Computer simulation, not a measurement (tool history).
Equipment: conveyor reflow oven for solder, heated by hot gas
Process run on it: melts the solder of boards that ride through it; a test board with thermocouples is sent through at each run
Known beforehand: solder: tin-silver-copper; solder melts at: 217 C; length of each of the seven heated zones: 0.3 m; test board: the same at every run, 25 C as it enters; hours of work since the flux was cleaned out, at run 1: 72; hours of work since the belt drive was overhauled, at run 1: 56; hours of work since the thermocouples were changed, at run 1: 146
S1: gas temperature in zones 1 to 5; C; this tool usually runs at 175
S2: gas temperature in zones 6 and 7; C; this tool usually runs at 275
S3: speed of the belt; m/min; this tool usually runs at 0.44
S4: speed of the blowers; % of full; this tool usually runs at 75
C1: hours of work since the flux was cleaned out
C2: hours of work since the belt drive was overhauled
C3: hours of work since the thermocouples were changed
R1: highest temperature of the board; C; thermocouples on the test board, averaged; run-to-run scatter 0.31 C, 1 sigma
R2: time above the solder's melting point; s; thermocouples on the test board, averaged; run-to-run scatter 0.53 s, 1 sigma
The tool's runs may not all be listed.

run 1 hour=0 | S1=175 S2=275 S3=0.44 S4=75 | C1=72 C2=56 C3=146 | R1=256.3 R2=63.7
run 2 hour=13.4 | S1=175 S2=275 S3=0.44 S4=75 | C1=78 C2=63 C3=152 | R1=256.1 R2=63
run 3 hour=29.9 | S1=175 S2=275 S3=0.44 S4=75 | C1=86 C2=70 C3=160 | R1=256.2 R2=63.2
run 4 hour=46.9 | S1=175 S2=275 S3=0.44 S4=55 | C1=94 C2=79 C3=168 | R1=252 R2=59.7
run 5 hour=60.9 | S1=175 S2=275 S3=0.482 S4=75 | C1=101 C2=85 C3=175 | R1=252.7 R2=55
run 6 hour=73.4 | S1=175 S2=268 S3=0.44 S4=75 | C1=107 C2=91 C3=181 | R1=249.9 R2=58.8
run 7 hour=87.6 | S1=175 S2=268 S3=0.44 S4=75 | C1=114 C2=98 C3=187 | R1=250.1 R2=59.7
run 8 hour=99.7 | S1=175 S2=275 S3=0.359 S4=75 | C1=120 C2=104 C3=193 | R1=262.4 R2=84.4
run 9 hour=116.1 | S1=175 S2=275 S3=0.44 S4=75 | C1=127 C2=112 C3=201 | R1=255.5 R2=63.7
run 10 hour=125.7 | S1=175 S2=275 S3=0.44 S4=59 | C1=132 C2=116 C3=206 | R1=253 R2=61
run 11 hour=142.9 | S1=175 S2=275 S3=0.44 S4=59 | C1=140 C2=125 C3=214 | R1=251.9 R2=60.8
run 12 hour=159.4 | S1=175 S2=275 S3=0.44 S4=75 | C1=148 C2=132 C3=222 | R1=255.1 R2=62.9
run 13 hour=169 | S1=175 S2=275 S3=0.44 S4=75 | C1=153 C2=137 C3=226 | R1=255.4 R2=63.9
run 14 hour=179.1 | S1=175 S2=275 S3=0.44 S4=75 | C1=158 C2=142 C3=231 | R1=255.7 R2=62
-- hour=185.8 flux residue cleaned out of gas plates and filters
run 15 hour=195.7 | S1=175 S2=275 S3=0.44 S4=84 | C1=5 C2=147 C3=237 | R1=258.7 R2=65.7
run 16 hour=208.8 | S1=175 S2=275 S3=0.44 S4=75 | C1=11 C2=154 C3=243 | R1=257.4 R2=64.1
run 17 hour=222.3 | S1=175 S2=285 S3=0.44 S4=52 | C1=17 C2=160 C3=250 | R1=260.2 R2=65.8
run 18 hour=229.3 | S1=175 S2=272 S3=0.504 S4=63 | C1=21 C2=164 C3=253 | R1=247.4 R2=47.2

Predict the results of run 19:
run 19 hour=242.4 | S1=183 S2=275 S3=0.44 S4=75 | C1=27 C2=170 C3=259 | R1=? R2=?

Run 19 yielded R1 258.3 C, R2 68.7 s.
The same run, on a tool lacking any hidden state, would have yielded R1 258.4 C, R2 68.5 s.
